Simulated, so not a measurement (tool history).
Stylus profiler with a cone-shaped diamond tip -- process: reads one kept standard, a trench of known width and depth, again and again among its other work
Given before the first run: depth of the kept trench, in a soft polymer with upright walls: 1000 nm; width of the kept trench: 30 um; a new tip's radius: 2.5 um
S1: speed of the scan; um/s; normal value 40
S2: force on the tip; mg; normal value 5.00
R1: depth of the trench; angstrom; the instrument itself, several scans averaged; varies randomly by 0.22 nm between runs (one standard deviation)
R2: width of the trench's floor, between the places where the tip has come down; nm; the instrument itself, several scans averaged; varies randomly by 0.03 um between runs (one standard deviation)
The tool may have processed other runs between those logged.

run 1 hour=0.0 | S1=40 S2=5.00 | R1=10107.7 R2=25720
run 2 hour=10.8 | S1=40 S2=5.00 | R1=10108.5 R2=25680
run 3 hour=17.8 | S1=40 S2=5.00 | R1=10117.2 R2=25630
run 4 hour=30.5 | S1=40 S2=5.00 | R1=10110.1 R2=25630
run 5 hour=40.5 | S1=40 S2=3.23 | R1=10084.7 R2=25560
run 6 hour=54.6 | S1=40 S2=5.00 | R1=10110.4 R2=25630
run 7 hour=62.1 | S1=40 S2=5.00 | R1=10107.8 R2=25540
run 8 hour=70.3 | S1=40 S2=5.00 | R1=10110.8 R2=25650
run 9 hour=76.9 | S1=40 S2=5.00 | R1=10115.4 R2=25560
run 10 hour=85.2 | S1=40 S2=5.00 | R1=10109.8 R2=25570
run 11 hour=94.7 | S1=40 S2=5.00 | R1=10115.4 R2=25600
run 12 hour=108.1 | S1=45 S2=1.99 | R1=10058.9 R2=25470

What does the tool deliver on the next run?
run 13 hour=115.1 | S1=120 S2=9.74 | R1=? R2=?

{"run 13": {"R1": 10172.2, "R2": 25440}}
Had the tool carried no hidden state, the very same run would have given R1 10168.7 angstrom, R2 25820 nm.
